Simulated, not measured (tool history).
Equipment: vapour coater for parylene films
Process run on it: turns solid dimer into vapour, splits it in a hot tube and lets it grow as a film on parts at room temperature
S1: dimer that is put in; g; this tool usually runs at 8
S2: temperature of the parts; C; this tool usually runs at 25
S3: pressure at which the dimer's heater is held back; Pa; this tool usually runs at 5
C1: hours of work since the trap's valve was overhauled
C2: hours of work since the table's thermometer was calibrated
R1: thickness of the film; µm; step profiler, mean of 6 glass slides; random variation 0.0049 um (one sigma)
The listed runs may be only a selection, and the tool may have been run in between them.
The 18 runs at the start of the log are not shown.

run 19 hour=254.7 | S1=11 S2=19 S3=10.82 | C1=16 C2=559 | R1=2.362
run 20 hour=270.4 | S1=11 S2=19 S3=10.82 | C1=24 C2=567 | R1=2.357
run 21 hour=292 | S1=11 S2=19 S3=10.82 | C1=35 C2=578 | R1=2.343
run 22 hour=313.8 | S1=4 S2=25 S3=3.83 | C1=46 C2=589 | R1=0.898
run 23 hour=322.9 | S1=8 S2=23 S3=2.38 | C1=51 C2=594 | R1=2.028
run 24 hour=334.9 | S1=8 S2=23 S3=2.38 | C1=57 C2=600 | R1=2.02
run 25 hour=346.5 | S1=8 S2=23 S3=2.38 | C1=63 C2=606 | R1=2.016
run 26 hour=357.6 | S1=4 S2=25 S3=3.69 | C1=68 C2=611 | R1=0.905
run 27 hour=367 | S1=4 S2=20 S3=6.83 | C1=73 C2=616 | R1=0.907
run 28 hour=388.4 | S1=12 S2=26 S3=10.93 | C1=84 C2=627 | R1=2.216
run 29 hour=407.9 | S1=12 S2=26 S3=10.93 | C1=94 C2=637 | R1=2.206
run 30 hour=417.1 | S1=10 S2=26 S3=3.36 | C1=98 C2=641 | R1=2.241

Each row is a separate what-if for the run after 30, all from the same tool condition, not one after another. Results?
run A hour=430.9 | S1=3 S2=25 S3=5 | C1=105 C2=648 | R1=?
run B hour=430.9 | S1=13 S2=25 S3=7.14 | C1=105 C2=648 | R1=?
run C hour=430.9 | S1=10 S2=26 S3=8.55 | C1=105 C2=648 | R1=?
run D hour=430.9 | S1=5 S2=21 S3=7.73 | C1=105 C2=648 | R1=?
run E hour=430.9 | S1=12 S2=21 S3=5 | C1=105 C2=648 | R1=?

run=A R1=0.638
run=B R1=2.613
run=C R1=1.919
run=D R1=1.066
run=E R1=2.774
What these runs would have given with no unlogged condition in the tool:
run=A R1=0.64
run=B R1=2.622
run=C R1=1.926
run=D R1=1.07
run=E R1=2.783

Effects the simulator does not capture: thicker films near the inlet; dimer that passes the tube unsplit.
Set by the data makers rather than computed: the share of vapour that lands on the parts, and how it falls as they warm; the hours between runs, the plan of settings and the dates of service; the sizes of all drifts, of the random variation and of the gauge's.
